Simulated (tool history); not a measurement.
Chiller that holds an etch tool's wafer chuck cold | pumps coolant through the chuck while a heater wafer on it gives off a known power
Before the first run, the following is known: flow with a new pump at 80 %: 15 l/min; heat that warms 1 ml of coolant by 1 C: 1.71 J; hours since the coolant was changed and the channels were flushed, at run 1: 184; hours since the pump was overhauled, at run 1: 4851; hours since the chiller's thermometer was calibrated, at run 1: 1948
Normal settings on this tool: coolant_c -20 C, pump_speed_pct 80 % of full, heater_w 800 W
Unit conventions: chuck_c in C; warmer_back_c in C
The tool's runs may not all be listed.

run	hour	coolant_c	pump_speed_pct	heater_w	hours since the coolant was changed and the channels were flushed	hours since the pump was overhauled	hours since the chiller's thermometer was calibrated	chuck_c	warmer_back_c
1	0	-20	80	800	184	4851	1948	-10.08	2.04
2	119.2	-20	80	800	303	4970	2067	-10.08	2.02
# hour 152: chiller's thermometer calibrated
3	195.1	-20	80	800	378	5045	43	-9.86	2.02
4	260	-20	80	800	443	5110	108	-9.76	2.04
5	353.6	-20	80	448	536	5203	202	-14.27	1.13
6	413.2	-20	80	501	596	5263	261	-13.56	1.27
7	529.5	-20	80	800	712	5379	378	-9.89	2.02
8	643.6	-20	80	800	826	5493	492	-9.79	2.04
9	732.1	-22	80	402	915	5582	580	-16.9	1.05
10	811.9	-22	80	587	995	5662	660	-14.28	1.5
11	916.6	-22	80	587	1099	5766	765	-14.48	1.48
12	1061.8	-20	94	1088	1245	5912	910	-7.43	2.34

What will run 13 give?
13	1170.5	-20	94	1088	1353	6020	1018	?	?

{"run 13": {"chuck_c": -7.6, "warmer_back_c": 2.34}}
Were there no unlogged condition in the tool, this run, its random variation unchanged, would have produced chuck_c -8.61 C, warmer_back_c 2.12 C.
